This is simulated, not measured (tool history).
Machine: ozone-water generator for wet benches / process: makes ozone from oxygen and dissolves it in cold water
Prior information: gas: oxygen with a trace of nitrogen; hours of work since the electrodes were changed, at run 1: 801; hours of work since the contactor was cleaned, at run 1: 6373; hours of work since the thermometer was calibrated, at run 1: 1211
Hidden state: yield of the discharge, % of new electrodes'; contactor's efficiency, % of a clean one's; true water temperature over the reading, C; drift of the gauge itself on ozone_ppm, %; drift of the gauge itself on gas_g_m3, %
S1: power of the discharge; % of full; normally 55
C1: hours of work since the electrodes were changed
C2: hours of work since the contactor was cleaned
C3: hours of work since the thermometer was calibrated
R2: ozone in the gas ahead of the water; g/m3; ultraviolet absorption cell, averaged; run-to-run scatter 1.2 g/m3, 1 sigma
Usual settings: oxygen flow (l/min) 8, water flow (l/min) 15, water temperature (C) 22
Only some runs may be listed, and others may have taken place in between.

run 1 hour=0 | S1=55 oxygen_flow_(l/min)=8 water_flow_(l/min)=15 water_temperature_(C)=22 | C1=801 C2=6373 C3=1211 | dissolved_ozone_(ppm)=25.9 R2=220.9
run 2 hour=22.6 | S1=55 oxygen_flow_(l/min)=8 water_flow_(l/min)=15 water_temperature_(C)=22 | C1=819 C2=6392 C3=1229 | dissolved_ozone_(ppm)=25.5 R2=220.2
run 3 hour=42.8 | S1=55 oxygen_flow_(l/min)=7.45 water_flow_(l/min)=15 water_temperature_(C)=22 | C1=836 C2=6408 C3=1245 | dissolved_ozone_(ppm)=26.2 R2=229.8
run 4 hour=61.9 | S1=55 oxygen_flow_(l/min)=7.45 water_flow_(l/min)=15 water_temperature_(C)=22 | C1=851 C2=6424 C3=1261 | dissolved_ozone_(ppm)=26.2 R2=229.9
run 5 hour=85.4 | S1=55 oxygen_flow_(l/min)=7.45 water_flow_(l/min)=15 water_temperature_(C)=22 | C1=870 C2=6443 C3=1280 | dissolved_ozone_(ppm)=26.5 R2=230
run 6 hour=115.9 | S1=55 oxygen_flow_(l/min)=7.45 water_flow_(l/min)=15 water_temperature_(C)=22 | C1=895 C2=6468 C3=1305 | dissolved_ozone_(ppm)=26.1 R2=231
run 7 hour=145.5 | S1=55 oxygen_flow_(l/min)=7.45 water_flow_(l/min)=15 water_temperature_(C)=22 | C1=919 C2=6492 C3=1329 | dissolved_ozone_(ppm)=26.6 R2=229.8
run 8 hour=162.8 | S1=55 oxygen_flow_(l/min)=8 water_flow_(l/min)=15 water_temperature_(C)=21 | C1=933 C2=6506 C3=1343 | dissolved_ozone_(ppm)=26.4 R2=222.5
run 9 hour=178.6 | S1=55 oxygen_flow_(l/min)=8 water_flow_(l/min)=15 water_temperature_(C)=22 | C1=946 C2=6519 C3=1356 | dissolved_ozone_(ppm)=26 R2=220.8
run 10 hour=207.2 | S1=55 oxygen_flow_(l/min)=11.27 water_flow_(l/min)=15 water_temperature_(C)=22 | C1=970 C2=6542 C3=1379 | dissolved_ozone_(ppm)=22.8 R2=179
run 11 hour=234.2 | S1=55 oxygen_flow_(l/min)=11.27 water_flow_(l/min)=15 water_temperature_(C)=22 | C1=992 C2=6564 C3=1401 | dissolved_ozone_(ppm)=22.9 R2=178.9
run 12 hour=253.8 | S1=55 oxygen_flow_(l/min)=11.27 water_flow_(l/min)=15 water_temperature_(C)=22 | C1=1007 C2=6580 C3=1417 | dissolved_ozone_(ppm)=23.2 R2=177.9
run 13 hour=282.5 | S1=55 oxygen_flow_(l/min)=11.27 water_flow_(l/min)=15 water_temperature_(C)=22 | C1=1031 C2=6603 C3=1441 | dissolved_ozone_(ppm)=23 R2=178.5
run 14 hour=308.2 | S1=55 oxygen_flow_(l/min)=8 water_flow_(l/min)=14 water_temperature_(C)=22 | C1=1052 C2=6624 C3=1461 | dissolved_ozone_(ppm)=26.5 R2=218.6
run 15 hour=331.9 | S1=55 oxygen_flow_(l/min)=8 water_flow_(l/min)=14 water_temperature_(C)=22 | C1=1071 C2=6644 C3=1481 | dissolved_ozone_(ppm)=26.7 R2=221.8
run 16 hour=355 | S1=55 oxygen_flow_(l/min)=8 water_flow_(l/min)=14 water_temperature_(C)=22 | C1=1090 C2=6662 C3=1500 | dissolved_ozone_(ppm)=26.9 R2=219.9
run 17 hour=379.1 | S1=55 oxygen_flow_(l/min)=8 water_flow_(l/min)=14 water_temperature_(C)=22 | C1=1109 C2=6682 C3=1519 | dissolved_ozone_(ppm)=26.8 R2=220
run 18 hour=408.7 | S1=55 oxygen_flow_(l/min)=8 water_flow_(l/min)=16 water_temperature_(C)=27 | C1=1134 C2=6706 C3=1543 | dissolved_ozone_(ppm)=22.2 R2=220
run 19 hour=436.7 | S1=66 oxygen_flow_(l/min)=8 water_flow_(l/min)=15 water_temperature_(C)=21 | C1=1156 C2=6729 C3=1566 | dissolved_ozone_(ppm)=30.7 R2=258.3
run 20 hour=457.8 | S1=58 oxygen_flow_(l/min)=13.39 water_flow_(l/min)=15 water_temperature_(C)=21 | C1=1174 C2=6746 C3=1583 | dissolved_ozone_(ppm)=23.1 R2=165.1
-- hour=460.1 water thermometer calibrated
run 21 hour=482.5 | S1=55 oxygen_flow_(l/min)=8 water_flow_(l/min)=23 water_temperature_(C)=17 | C1=1193 C2=6766 C3=18 | dissolved_ozone_(ppm)=21.2 R2=220
run 22 hour=501.8 | S1=55 oxygen_flow_(l/min)=8 water_flow_(l/min)=23 water_temperature_(C)=17 | C1=1209 C2=6781 C3=34 | dissolved_ozone_(ppm)=20.5 R2=221.8
run 23 hour=530.8 | S1=55 oxygen_flow_(l/min)=8 water_flow_(l/min)=18 water_temperature_(C)=17 | C1=1233 C2=6805 C3=58 | dissolved_ozone_(ppm)=24.8 R2=222.2
run 24 hour=558.1 | S1=55 oxygen_flow_(l/min)=4.42 water_flow_(l/min)=15 water_temperature_(C)=18 | C1=1255 C2=6827 C3=80 | dissolved_ozone_(ppm)=31.1 R2=319.1
run 25 hour=581 | S1=55 oxygen_flow_(l/min)=4.42 water_flow_(l/min)=13 water_temperature_(C)=23 | C1=1273 C2=6846 C3=98 | dissolved_ozone_(ppm)=31.9 R2=318.9
-- hour=592.9 water thermometer calibrated, once more
run 26 hour=601.7 | S1=55 oxygen_flow_(l/min)=4.42 water_flow_(l/min)=13 water_temperature_(C)=23 | C1=1290 C2=6862 C3=7 | dissolved_ozone_(ppm)=32 R2=317.6
run 27 hour=626.8 | S1=91 oxygen_flow_(l/min)=11.91 water_flow_(l/min)=9 water_temperature_(C)=23 | C1=1310 C2=6883 C3=28 | dissolved_ozone_(ppm)=43.1 R2=261.5
run 28 hour=656.2 | S1=52 oxygen_flow_(l/min)=8 water_flow_(l/min)=17 water_temperature_(C)=28 | C1=1334 C2=6907 C3=52 | dissolved_ozone_(ppm)=19.9 R2=209.9
run 29 hour=685.8 | S1=52 oxygen_flow_(l/min)=8 water_flow_(l/min)=17 water_temperature_(C)=28 | C1=1358 C2=6931 C3=76 | dissolved_ozone_(ppm)=19.5 R2=207.3
run 30 hour=713.4 | S1=49 oxygen_flow_(l/min)=4.18 water_flow_(l/min)=17 water_temperature_(C)=28 | C1=1381 C2=6953 C3=98 | dissolved_ozone_(ppm)=21.7 R2=300.2
run 31 hour=738.8 | S1=52 oxygen_flow_(l/min)=4.21 water_flow_(l/min)=13 water_temperature_(C)=22 | C1=1401 C2=6974 C3=119 | dissolved_ozone_(ppm)=31.2 R2=315.1
run 32 hour=760.8 | S1=52 oxygen_flow_(l/min)=7.5 water_flow_(l/min)=13 water_temperature_(C)=22 | C1=1419 C2=6992 C3=137 | dissolved_ozone_(ppm)=27.1 R2=218.8

Below are 5 alternative next runs, each starting from the tool's condition after run 32. Predict each:
run A hour=786.1 | S1=55 oxygen_flow_(l/min)=8.07 water_flow_(l/min)=13 water_temperature_(C)=19 | C1=1440 C2=7012 C3=157 | dissolved_ozone_(ppm)=? R2=?
run B hour=786.1 | S1=55 oxygen_flow_(l/min)=8 water_flow_(l/min)=15 water_temperature_(C)=24 | C1=1440 C2=7012 C3=157 | dissolved_ozone_(ppm)=? R2=?
run C hour=786.1 | S1=52 oxygen_flow_(l/min)=7.5 water_flow_(l/min)=14 water_temperature_(C)=22 | C1=1440 C2=7012 C3=157 | dissolved_ozone_(ppm)=? R2=?
run D hour=786.1 | S1=60 oxygen_flow_(l/min)=8 water_flow_(l/min)=15 water_temperature_(C)=22 | C1=1440 C2=7012 C3=157 | dissolved_ozone_(ppm)=? R2=?
run E hour=786.1 | S1=52 oxygen_flow_(l/min)=7.55 water_flow_(l/min)=13 water_temperature_(C)=22 | C1=1440 C2=7012 C3=157 | dissolved_ozone_(ppm)=? R2=?

run=A dissolved_ozone_(ppm)=29.5 R2=217.2
run=B dissolved_ozone_(ppm)=24.4 R2=218.5
run=C dissolved_ozone_(ppm)=26.3 R2=219.7
run=D dissolved_ozone_(ppm)=27.5 R2=236.2
run=E dissolved_ozone_(ppm)=27 R2=215.3
Stripped of hidden state, with their random variation kept, the same runs would have yielded:
run=A dissolved_ozone_(ppm)=30.7 R2=219.7
run=B dissolved_ozone_(ppm)=25.4 R2=221.1
run=C dissolved_ozone_(ppm)=27.4 R2=222.1
run=D dissolved_ozone_(ppm)=28.7 R2=239.3
run=E dissolved_ozone_(ppm)=28.1 R2=217.7

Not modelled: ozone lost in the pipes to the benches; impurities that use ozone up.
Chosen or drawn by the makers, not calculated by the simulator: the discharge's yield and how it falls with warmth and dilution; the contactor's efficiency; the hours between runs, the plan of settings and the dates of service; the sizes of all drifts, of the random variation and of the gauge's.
